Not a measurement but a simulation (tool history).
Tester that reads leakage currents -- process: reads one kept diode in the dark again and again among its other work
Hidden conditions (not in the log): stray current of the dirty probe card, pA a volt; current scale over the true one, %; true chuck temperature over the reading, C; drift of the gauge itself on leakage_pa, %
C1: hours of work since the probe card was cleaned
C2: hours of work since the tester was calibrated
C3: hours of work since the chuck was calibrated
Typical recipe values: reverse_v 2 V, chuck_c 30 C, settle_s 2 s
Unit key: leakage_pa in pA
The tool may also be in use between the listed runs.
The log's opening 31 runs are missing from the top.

Run 32, day 254.746: usual settings but reverse_v 17.26 V, chuck_c 31 C, settle_s 9.62 s; C1 515; C2 2133; C3 362. Result: leakage_pa 227.55 pA.
Run 33, day 260.212: usual settings but chuck_c 22 C, settle_s 8.65 s; C1 579; C2 2197; C3 427. Result: leakage_pa 47.36 pA.
Run 34, day 265.988: usual settings but chuck_c 22 C, settle_s 8.65 s; C1 647; C2 2265; C3 494. Result: leakage_pa 47.07 pA.
Run 35, day 274.075: usual settings but reverse_v 4.83 V, chuck_c 22 C, settle_s 8.65 s; C1 742; C2 2360; C3 589. Result: leakage_pa 62.8 pA.
Run 36, day 285.612: usual settings but reverse_v 4.83 V, chuck_c 22 C, settle_s 8.65 s; C1 877; C2 2495; C3 724. Result: leakage_pa 62.89 pA.
Run 37, day 292.604: usual settings but reverse_v 4.83 V, chuck_c 54 C, settle_s 1.87 s; C1 959; C2 2577; C3 806. Result: leakage_pa 1118.72 pA.
Run 38, day 298.054: usual settings but reverse_v 9.25 V, chuck_c 33 C, settle_s 0.37 s; C1 1023; C2 2641; C3 870. Result: leakage_pa 229.55 pA.
Run 39, day 308.758: usual settings but chuck_c 32 C, settle_s 6.12 s; C1 1148; C2 2766; C3 995. Result: leakage_pa 123.73 pA.

4 options for the next run, each taken on its own from the tool as it stands now. Forecast them:
Run A, day 316.725: usual settings but reverse_v 11.59 V, chuck_c 58 C, settle_s 6.12 s; C1 1242; C2 2859; C3 1089. Result: leakage_pa ?.
Run B, day 316.725: usual settings but chuck_c 27 C, settle_s 0.32 s; C1 1242; C2 2859; C3 1089. Result: leakage_pa ?.
Run C, day 316.725: usual settings but settle_s 0.46 s; C1 1242; C2 2859; C3 1089. Result: leakage_pa ?.
Run D, day 316.725: usual settings but reverse_v 12.16 V, chuck_c 38 C, settle_s 3.92 s; C1 1242; C2 2859; C3 1089. Result: leakage_pa ?.

run  leakage_pa
  A     2033.75
  B       78.92
  C      103.56
  D      384.19
Take away the tool's hidden state, keep each run's random variation, and the runs would have read:
run  leakage_pa
  A     2035.73
  B          79
  C      103.66
  D      384.54
